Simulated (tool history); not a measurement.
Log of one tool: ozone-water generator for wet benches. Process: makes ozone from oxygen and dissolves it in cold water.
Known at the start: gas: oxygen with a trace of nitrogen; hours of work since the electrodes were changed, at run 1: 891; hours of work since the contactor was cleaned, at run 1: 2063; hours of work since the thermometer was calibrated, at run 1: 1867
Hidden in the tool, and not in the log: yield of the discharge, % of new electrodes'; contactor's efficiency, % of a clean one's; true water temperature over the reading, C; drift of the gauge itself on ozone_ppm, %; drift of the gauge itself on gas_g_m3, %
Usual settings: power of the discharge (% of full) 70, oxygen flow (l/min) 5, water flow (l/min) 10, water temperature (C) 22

run   hour  power of the discharge (% of full)  oxygen flow (l/min)  water flow (l/min)  water temperature (C)  hours of work since the electrodes were changed  hours of work since the contactor was cleaned  hours of work since the thermometer was calibrated  dissolved ozone (ppm)  ozone in the gas ahead of the water (g/m3)
  1      0                                  70                    5                  10                     22                                              891                                           2063                                                1867                   31.2                                       220.7
  2   17.6                                  70                    5                  10                     22                                              906                                           2078                                                1882                   31.1                                       221.8
  3   44.7                                  70                    5                  10                     22                                              929                                           2101                                                1905                   31.3                                       219.9
  4   63.2                                  70                    5                  10                     22                                              945                                           2117                                                1921                   31.4                                       220.2
  5  103.6                                  70                    5                  10                     22                                              979                                           2151                                                1955                   31.2                                       218.4
  6  145.7                                  70                    5                  10                     22                                             1015                                           2187                                                1991                   31.3                                       215.2
  7  179.5                                  70                 2.81                  10                     22                                             1044                                           2216                                                2020                     36                                       316.8
  8  216.4                                  70                    5                  10                     17                                             1075                                           2247                                                2051                   34.5                                       216.6
  9  257.2                                  70                    5                  10                     17                                             1110                                           2282                                                2086                   34.4                                       216.3
 10  294.5                                  70                    5                  10                     22                                             1142                                           2314                                                2118                   31.5                                       218.5
 11  331.1                                  70                    5                  10                     16                                             1173                                           2345                                                2149                   35.5                                       218.5
 12  372.3                                  70                    5                  10                     16                                             1208                                           2380                                                2184                   34.5                                       219.5
 13    392                                  67                    5                  10                     22                                             1225                                           2397                                                2201                   30.4                                       210.6
 14  412.3                                  67                    5                  10                     22                                             1242                                           2414                                                2218                   30.2                                         210
 15  450.4                                  70                    5                  10                     22                                             1275                                           2447                                                2251                   30.8                                       214.8
 16  488.2                                  70                    5                  10                     22                                             1307                                           2479                                                2283                     31                                       214.7
 17  514.7                                  61                 4.33                  10                     22                                             1330                                           2501                                                2305                   29.7                                       219.1
 18  541.7                                  61                 4.33                  10                     22                                             1352                                           2524                                                2328                   29.9                                       219.9
 19  576.9                                  61                 4.33                  10                     22                                             1382                                           2554                                                2358                   29.3                                       218.4
 20  608.8                                  55                 4.33                  10                     22                                             1410                                           2582                                                2386                   27.9                                       204.5
 21  651.6                                  74                 2.96                  10                     22                                             1446                                           2618                                                2422                   35.5                                         314
 22  673.7                                  46                 2.96                  10                     22                                             1465                                           2637                                                2441                   26.8                                       234.9
 23  709.5                                  45                 2.56                   9                     27                                             1495                                           2667                                                2471                     27                                       252.7
 24  731.8                                  45                 2.56                   9                     27                                             1514                                           2686                                                2490                     27                                       255.4
 25  760.3                                  63                    5                  11                     16                                             1539                                           2711                                                2515                   30.3                                       203.3
 26  802.1                                  63                    5                  11                     16                                             1574                                           2746                                                2550                   30.6                                       200.4
 27  839.5                                  63                    5                  11                     16                                             1606                                           2778                                                2582                   30.2                                       201.7
 28  859.9                                  54                    5                  10                     22                                             1624                                           2795                                                2599                   26.2                                         184
 29    895                                  54                    5                  10                     22                                             1653                                           2825                                                2629                     26                                       183.5
 30  915.6                                  54                    5                  10                     22                                             1671                                           2843                                                2647                   26.1                                       183.4
 31    935                                  54                    5                  10                     22                                             1688                                           2859                                                2663                   26.1                                       183.3
 32  976.3                                  54                 6.26                   6                     22                                             1723                                           2895                                                2699                   30.5                                       158.3

Some steps in dissolved ozone (ppm) between neighbouring runs. How much of each would the tool show without its hidden state too (settings, what came in, random variation), and how much is left for the hidden state, with any gauge scatter that isn't in both results?
Run 6 -> 7: oxygen flow (l/min) 5 -> 2.81. dissolved ozone (ppm) +4.7: hidden state -0.3, all else +5.
Run 20 -> 21: power of the discharge (% of full) 55 -> 74, oxygen flow (l/min) 4.33 -> 2.96. dissolved ozone (ppm) +7.6: hidden state -0.9, all else +8.5.
Run 21 -> 22: power of the discharge (% of full) 74 -> 46. dissolved ozone (ppm) -8.7: hidden state +1.2, all else -9.9.
Run 24 -> 25: power of the discharge (% of full) 45 -> 63, oxygen flow (l/min) 2.56 -> 5, water flow (l/min) 9 -> 11, water temperature (C) 27 -> 16. dissolved ozone (ppm) +3.3: hidden state -0.7, all else +4.
